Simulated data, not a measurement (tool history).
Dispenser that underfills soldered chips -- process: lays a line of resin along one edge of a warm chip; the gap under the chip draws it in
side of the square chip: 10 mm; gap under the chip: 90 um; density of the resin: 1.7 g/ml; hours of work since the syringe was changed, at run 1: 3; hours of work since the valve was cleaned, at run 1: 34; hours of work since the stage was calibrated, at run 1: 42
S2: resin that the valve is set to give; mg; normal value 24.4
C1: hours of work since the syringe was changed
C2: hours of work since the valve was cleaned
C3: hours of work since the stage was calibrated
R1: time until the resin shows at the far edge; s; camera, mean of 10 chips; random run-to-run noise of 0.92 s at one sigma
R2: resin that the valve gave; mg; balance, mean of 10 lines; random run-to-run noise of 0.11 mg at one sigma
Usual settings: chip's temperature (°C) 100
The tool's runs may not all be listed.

Run 1, hour 0: usual settings; C1 3; C2 34; C3 42. Result: R1 105.8 s, R2 23.86 mg.
Run 2, hour 4.1: usual settings; C1 7; C2 37; C3 45. Result: R1 131.9 s, R2 23.87 mg.
At hour 5.9: new syringe of resin.
Run 3, hour 7.6: usual settings; C1 1; C2 40; C3 48. Result: R1 95.7 s, R2 23.71 mg.
Run 4, hour 10.8: usual settings; C1 4; C2 42; C3 50. Result: R1 114.4 s, R2 23.87 mg.
Run 5, hour 14.1: usual settings but chip's temperature (°C) 97; C1 6; C2 45; C3 53. Result: R1 149.2 s, R2 23.82 mg.
At hour 16.4: new syringe of resin.
Run 6, hour 18: usual settings; C1 1; C2 48; C3 56. Result: R1 94.9 s, R2 23.53 mg.
Run 7, hour 21: usual settings but chip's temperature (°C) 91; C1 4; C2 50; C3 58. Result: R1 150.4 s, R2 23.67 mg.
Run 8, hour 24: usual settings but chip's temperature (°C) 91; C1 6; C2 52; C3 60. Result: R1 180.9 s, R2 23.71 mg.
At hour 26.7: new syringe of resin.
Run 9, hour 29.7: usual settings but chip's temperature (°C) 91; C1 2; C2 56; C3 65. Result: R1 141.5 s, R2 23.42 mg.
Run 10, hour 34.4: usual settings but chip's temperature (°C) 110; C1 6; C2 60; C3 68. Result: R1 93.5 s, R2 23.64 mg.
At hour 36.9: new syringe of resin.
Run 11, hour 40.4: usual settings but S2 22.1 mg; C1 3; C2 65; C3 73. Result: R1 106.7 s, R2 21.16 mg.
Run 12, hour 44.6: usual settings but S2 22.1 mg; C1 6; C2 68; C3 76. Result: R1 135.1 s, R2 21.12 mg.
At hour 47.2: new syringe of resin.
Run 13, hour 47.9: usual settings but S2 22.1 mg; C1 1; C2 70; C3 78. Result: R1 93 s, R2 21.13 mg.
Run 14, hour 52.5: usual settings; C1 4; C2 74; C3 82. Result: R1 116.8 s, R2 23.16 mg.
Run 15, hour 56.9: usual settings; C1 8; C2 77; C3 85. Result: R1 149.1 s, R2 23.02 mg.
At hour 57.5: new syringe of resin.
Run 16, hour 61.6: usual settings; C1 3; C2 81; C3 89. Result: R1 107 s, R2 23.19 mg.
Run 17, hour 65.9: usual settings but S2 26.7 mg; C1 7; C2 84; C3 92. Result: R1 135.8 s, R2 25.46 mg.
At hour 67.6: new syringe of resin.
Run 18, hour 70.5: usual settings but S2 26.7 mg; C1 2; C2 87; C3 96. Result: R1 101.9 s, R2 25.35 mg.
At hour 73.4: dispensing valve cleaned and set on the balance.
Run 19, hour 75.1: usual settings; C1 5; C2 1; C3 98. Result: R1 122.7 s, R2 24.23 mg.
Run 20, hour 78.1: usual settings; C1 7; C2 4; C3 101. Result: R1 142.2 s, R2 24.16 mg.
At hour 78.8: new syringe of resin.
Run 21, hour 83: usual settings; C1 3; C2 7; C3 104. Result: R1 109.3 s, R2 24.39 mg.
Run 22, hour 88.3: usual settings but chip's temperature (°C) 113, S2 23.4 mg; C1 7; C2 11; C3 109. Result: R1 94.8 s, R2 23.1 mg.
At hour 88.9: new syringe of resin.
Run 23, hour 91.4: usual settings but chip's temperature (°C) 113, S2 23.4 mg; C1 2; C2 14; C3 111. Result: R1 64.4 s, R2 23.15 mg.
Run 24, hour 96.2: usual settings but chip's temperature (°C) 112, S2 23.1 mg; C1 6; C2 17; C3 114. Result: R1 85.2 s, R2 22.87 mg.
At hour 99.2: new syringe of resin.
Run 25, hour 101.7: usual settings but chip's temperature (°C) 113, S2 26.1 mg; C1 2; C2 21; C3 119. Result: R1 62.8 s, R2 25.8 mg.
Run 26, hour 105.9: usual settings but chip's temperature (°C) 107, S2 23 mg; C1 5; C2 25; C3 122. Result: R1 97.9 s, R2 22.64 mg.
At hour 109.6: new syringe of resin.
Run 27, hour 110.4: usual settings but chip's temperature (°C) 110, S2 23.1 mg; C1 1; C2 28; C3 125. Result: R1 64.3 s, R2 22.75 mg.
Run 28, hour 113.1: usual settings but chip's temperature (°C) 97, S2 23.5 mg; C1 3; C2 30; C3 127. Result: R1 114.7 s, R2 22.95 mg.
Run 29, hour 118.1: usual settings but chip's temperature (°C) 99, S2 25.4 mg; C1 7; C2 34; C3 131. Result: R1 138.5 s, R2 24.53 mg.
At hour 119.9: new syringe of resin.
Run 30, hour 122.7: usual settings but chip's temperature (°C) 99, S2 22.9 mg; C1 2; C2 37; C3 135. Result: R1 100.9 s, R2 22.28 mg.
Run 31, hour 127.5: usual settings but S2 28.5 mg; C1 6; C2 41; C3 138. Result: R1 124.7 s, R2 27.73 mg.
At hour 130.2: new syringe of resin.
Run 32, hour 130.3: usual settings but chip's temperature (°C) 113, S2 30.7 mg; C1 0; C2 43; C3 140. Result: R1 55 s, R2 29.69 mg.
Run 33, hour 133.7: usual settings but chip's temperature (°C) 94, S2 22.8 mg; C1 3; C2 46; C3 143. Result: R1 125.4 s, R2 22.24 mg.
Run 34, hour 138.3: usual settings but chip's temperature (°C) 106, S2 26.7 mg; C1 6; C2 49; C3 146. Result: R1 107.3 s, R2 25.99 mg.
At hour 140.6: new syringe of resin.
Run 35, hour 142.1: usual settings but chip's temperature (°C) 92, S2 27.3 mg; C1 1; C2 52; C3 149. Result: R1 119.3 s, R2 26.54 mg.
Run 36, hour 145.7: usual settings but chip's temperature (°C) 93, S2 22.4 mg; C1 4; C2 55; C3 152. Result: R1 144.4 s, R2 21.7 mg.
At hour 150.7: new syringe of resin.
Run 37, hour 151.4: usual settings but chip's temperature (°C) 93, S2 22.4 mg; C1 1; C2 59; C3 156. Result: R1 116.7 s, R2 21.65 mg.

What differs in the tool's unlogged condition from the final listed run ahead of each entry between runs to the first listed run following it?
From run 2 to run 3: new syringe of resin (hour 5.9)
  resin's viscosity, % of fresh resin's: 154.3 -> 109.3; dose that the valve gives, % of what is set: 97.61 -> 97.45; true chip temperature over the reading, C: 0.06 -> 0.07
  difference, measured minus the result without the unlogged condition, R1: +46.7 -> +8.1 s; R2: -0.58 -> -0.62 mg
From run 5 to run 6: new syringe of resin (hour 16.4)
  resin's viscosity, % of fresh resin's: 155.3 -> 107.6; dose that the valve gives, % of what is set: 97.1 -> 96.93; true chip temperature over the reading, C: 0.1 -> 0.12
  difference, measured minus the result without the unlogged condition, R1: +53.2 -> +6.6 s; R2: -0.7 -> -0.74 mg
From run 8 to run 9: new syringe of resin (hour 26.7)
  resin's viscosity, % of fresh resin's: 148.9 -> 118.6; dose that the valve gives, % of what is set: 96.62 -> 96.36; true chip temperature over the reading, C: 0.14 -> 0.16
  difference, measured minus the result without the unlogged condition, R1: +59.4 -> +22.1 s; R2: -0.83 -> -0.89 mg
From run 10 to run 11: new syringe of resin (hour 36.9)
  resin's viscosity, % of fresh resin's: 153.3 -> 121.5; dose that the valve gives, % of what is set: 96.13 -> 95.85; true chip temperature over the reading, C: 0.19 -> 0.21
  difference, measured minus the result without the unlogged condition, R1: +32.6 -> +19.1 s; R2: -0.96 -> -0.92 mg
From run 12 to run 13: new syringe of resin (hour 47.2)
  resin's viscosity, % of fresh resin's: 152.3 -> 104.2; dose that the valve gives, % of what is set: 95.64 -> 95.5; true chip temperature over the reading, C: 0.23 -> 0.24
  difference, measured minus the result without the unlogged condition, R1: +46.7 -> +3.8 s; R2: -0.97 -> -1 mg
From run 15 to run 16: new syringe of resin (hour 57.5)
  resin's viscosity, % of fresh resin's: 169.6 -> 124.8; dose that the valve gives, % of what is set: 95.05 -> 94.83; true chip temperature over the reading, C: 0.29 -> 0.3
  difference, measured minus the result without the unlogged condition, R1: +61 -> +21 s; R2: -1.2 -> -1.26 mg
From run 17 to run 18: new syringe of resin (hour 67.6)
  resin's viscosity, % of fresh resin's: 157.4 -> 117.8; dose that the valve gives, % of what is set: 94.63 -> 94.41; true chip temperature over the reading, C: 0.32 -> 0.34
  difference, measured minus the result without the unlogged condition, R1: +48.9 -> +14.9 s; R2: -1.44 -> -1.51 mg
From run 18 to run 19: dispensing valve cleaned and set on the balance (hour 73.4)
  resin's viscosity, % of fresh resin's: 117.8 -> 143.1; dose that the valve gives, % of what is set: 94.41 -> 99.77; true chip temperature over the reading, C: 0.34 -> 0.35
  difference, measured minus the result without the unlogged condition, R1: +14.9 -> +35.9 s; R2: -1.51 -> -0.06 mg
From run 20 to run 21: new syringe of resin (hour 78.8)
  resin's viscosity, % of fresh resin's: 167.9 -> 124.8; dose that the valve gives, % of what is set: 99.63 -> 99.4; true chip temperature over the reading, C: 0.37 -> 0.39
  difference, measured minus the result without the unlogged condition, R1: +56.7 -> +20.6 s; R2: -0.09 -> -0.15 mg
From run 22 to run 23: new syringe of resin (hour 88.9)
  resin's viscosity, % of fresh resin's: 166.6 -> 113.1; dose that the valve gives, % of what is set: 99.15 -> 99.03; true chip temperature over the reading, C: 0.41 -> 0.42
  difference, measured minus the result without the unlogged condition, R1: +37.1 -> +6.7 s; R2: -0.2 -> -0.22 mg
From run 24 to run 25: new syringe of resin (hour 99.2)
  resin's viscosity, % of fresh resin's: 146.9 -> 114.3; dose that the valve gives, % of what is set: 98.78 -> 98.52; true chip temperature over the reading, C: 0.44 -> 0.46
  difference, measured minus the result without the unlogged condition, R1: +26.4 -> +7.1 s; R2: -0.28 -> -0.39 mg
From run 26 to run 27: new syringe of resin (hour 109.6)
  resin's viscosity, % of fresh resin's: 143.6 -> 102.7; dose that the valve gives, % of what is set: 98.29 -> 98.08; true chip temperature over the reading, C: 0.48 -> 0.5
  difference, measured minus the result without the unlogged condition, R1: +29 -> +0.8 s; R2: -0.39 -> -0.44 mg
From run 29 to run 30: new syringe of resin (hour 119.9)
  resin's viscosity, % of fresh resin's: 156.3 -> 114.8; dose that the valve gives, % of what is set: 97.7 -> 97.47; true chip temperature over the reading, C: 0.53 -> 0.55
  difference, measured minus the result without the unlogged condition, R1: +48.5 -> +11.7 s; R2: -0.58 -> -0.58 mg
From run 31 to run 32: new syringe of resin (hour 130.2)
  resin's viscosity, % of fresh resin's: 148.5 -> 99.3; dose that the valve gives, % of what is set: 97.24 -> 97.12; true chip temperature over the reading, C: 0.57 -> 0.58
  difference, measured minus the result without the unlogged condition, R1: +39 -> -1.4 s; R2: -0.79 -> -0.88 mg
From run 34 to run 35: new syringe of resin (hour 140.6)
  resin's viscosity, % of fresh resin's: 153.6 -> 109.2; dose that the valve gives, % of what is set: 96.71 -> 96.55; true chip temperature over the reading, C: 0.61 -> 0.63
  difference, measured minus the result without the unlogged condition, R1: +36.3 -> +7.9 s; R2: -0.88 -> -0.94 mg
From run 36 to run 37: new syringe of resin (hour 150.7)
  resin's viscosity, % of fresh resin's: 132.8 -> 104.9; dose that the valve gives, % of what is set: 96.37 -> 96.1; true chip temperature over the reading, C: 0.64 -> 0.67
  difference, measured minus the result without the unlogged condition, R1: +34.1 -> +3.7 s; R2: -0.81 -> -0.88 mg

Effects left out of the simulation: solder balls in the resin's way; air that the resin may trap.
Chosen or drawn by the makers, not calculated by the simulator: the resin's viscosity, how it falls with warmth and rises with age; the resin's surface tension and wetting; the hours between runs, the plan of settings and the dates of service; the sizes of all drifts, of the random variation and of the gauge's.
